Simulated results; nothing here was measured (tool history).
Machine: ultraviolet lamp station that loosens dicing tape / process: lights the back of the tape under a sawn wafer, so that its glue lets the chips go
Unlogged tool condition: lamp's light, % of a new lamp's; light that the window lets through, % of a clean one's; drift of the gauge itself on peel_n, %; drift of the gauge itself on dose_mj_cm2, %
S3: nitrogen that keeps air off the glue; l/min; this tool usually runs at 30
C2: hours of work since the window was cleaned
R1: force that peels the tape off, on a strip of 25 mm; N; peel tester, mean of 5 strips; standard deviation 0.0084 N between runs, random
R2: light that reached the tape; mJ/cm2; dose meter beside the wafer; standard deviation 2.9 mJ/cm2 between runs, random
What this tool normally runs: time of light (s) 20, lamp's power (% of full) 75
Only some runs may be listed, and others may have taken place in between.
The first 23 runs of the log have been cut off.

run 24 hour=1329.8 | time_of_light_(s)=25 lamp's_power_(%_of_full)=88 S3=30 | hours_of_work_of_the_lamp=1627 C2=192 | R1=0.911 R2=282
-- hour=1362.0 window cleaned of glue's vapour
run 25 hour=1366.9 | time_of_light_(s)=22 lamp's_power_(%_of_full)=67 S3=13 | hours_of_work_of_the_lamp=1656 C2=4 | R1=2.503 R2=225
-- hour=1415.4 lamp changed
run 26 hour=1415.4 | time_of_light_(s)=20 lamp's_power_(%_of_full)=96 S3=17 | hours_of_work_of_the_lamp=0 C2=40 | R1=0.381 R2=523
run 27 hour=1447.7 | time_of_light_(s)=20 lamp's_power_(%_of_full)=96 S3=17 | hours_of_work_of_the_lamp=25 C2=65 | R1=0.423 R2=510
run 28 hour=1512.4 | time_of_light_(s)=20 lamp's_power_(%_of_full)=96 S3=17 | hours_of_work_of_the_lamp=74 C2=115 | R1=0.485 R2=488
run 29 hour=1569.5 | time_of_light_(s)=20 lamp's_power_(%_of_full)=96 S3=17 | hours_of_work_of_the_lamp=118 C2=158 | R1=0.541 R2=456
run 30 hour=1623.6 | time_of_light_(s)=20 lamp's_power_(%_of_full)=96 S3=17 | hours_of_work_of_the_lamp=160 C2=200 | R1=0.594 R2=438
-- hour=1649.1 window cleaned of glue's vapour
run 31 hour=1685.4 | time_of_light_(s)=20 lamp's_power_(%_of_full)=96 S3=17 | hours_of_work_of_the_lamp=207 C2=28 | R1=0.424 R2=507
run 32 hour=1760.7 | time_of_light_(s)=20 lamp's_power_(%_of_full)=96 S3=17 | hours_of_work_of_the_lamp=264 C2=85 | R1=0.496 R2=473
run 33 hour=1820.2 | time_of_light_(s)=20 lamp's_power_(%_of_full)=96 S3=17 | hours_of_work_of_the_lamp=310 C2=131 | R1=0.564 R2=454
run 34 hour=1856.7 | time_of_light_(s)=25 lamp's_power_(%_of_full)=86 S3=49 | hours_of_work_of_the_lamp=338 C2=159 | R1=0.178 R2=484
run 35 hour=1920.8 | time_of_light_(s)=25 lamp's_power_(%_of_full)=86 S3=49 | hours_of_work_of_the_lamp=387 C2=208 | R1=0.188 R2=461
-- hour=1934.4 window cleaned of glue's vapour
run 36 hour=1965.9 | time_of_light_(s)=25 lamp's_power_(%_of_full)=86 S3=49 | hours_of_work_of_the_lamp=421 C2=24 | R1=0.140 R2=525
run 37 hour=2000.6 | time_of_light_(s)=21 lamp's_power_(%_of_full)=95 S3=17 | hours_of_work_of_the_lamp=448 C2=51 | R1=0.491 R2=473
run 38 hour=2050.8 | time_of_light_(s)=21 lamp's_power_(%_of_full)=95 S3=17 | hours_of_work_of_the_lamp=486 C2=89 | R1=0.555 R2=448
run 39 hour=2105.4 | time_of_light_(s)=20 lamp's_power_(%_of_full)=98 S3=20 | hours_of_work_of_the_lamp=528 C2=131 | R1=0.554 R2=418
run 40 hour=2164.8 | time_of_light_(s)=14 lamp's_power_(%_of_full)=94 S3=50 | hours_of_work_of_the_lamp=574 C2=177 | R1=0.666 R2=269
run 41 hour=2202.2 | time_of_light_(s)=14 lamp's_power_(%_of_full)=94 S3=50 | hours_of_work_of_the_lamp=602 C2=205 | R1=0.728 R2=260
-- hour=2216.9 window cleaned of glue's vapour
run 42 hour=2256.7 | time_of_light_(s)=20 lamp's_power_(%_of_full)=76 S3=30 | hours_of_work_of_the_lamp=644 C2=30 | R1=0.602 R2=344
run 43 hour=2322.6 | time_of_light_(s)=25 lamp's_power_(%_of_full)=87 S3=13 | hours_of_work_of_the_lamp=694 C2=81 | R1=0.675 R2=460

3 options for the next run, each taken on its own from the tool as it stands now. Forecast them:
run A hour=2371.3 | time_of_light_(s)=12 lamp's_power_(%_of_full)=87 S3=12 | hours_of_work_of_the_lamp=732 C2=118 | R1=? R2=?
run B hour=2371.3 | time_of_light_(s)=25 lamp's_power_(%_of_full)=81 S3=13 | hours_of_work_of_the_lamp=732 C2=118 | R1=? R2=?
run C hour=2371.3 | time_of_light_(s)=15 lamp's_power_(%_of_full)=68 S3=30 | hours_of_work_of_the_lamp=732 C2=118 | R1=? R2=?

run=A R1=2.683 R2=215
run=B R1=0.901 R2=409
run=C R1=1.620 R2=206
Without the tool's unlogged condition, the same runs would have read:
run=A R1=1.681 R2=303
run=B R1=0.398 R2=577
run=C R1=0.847 R2=291
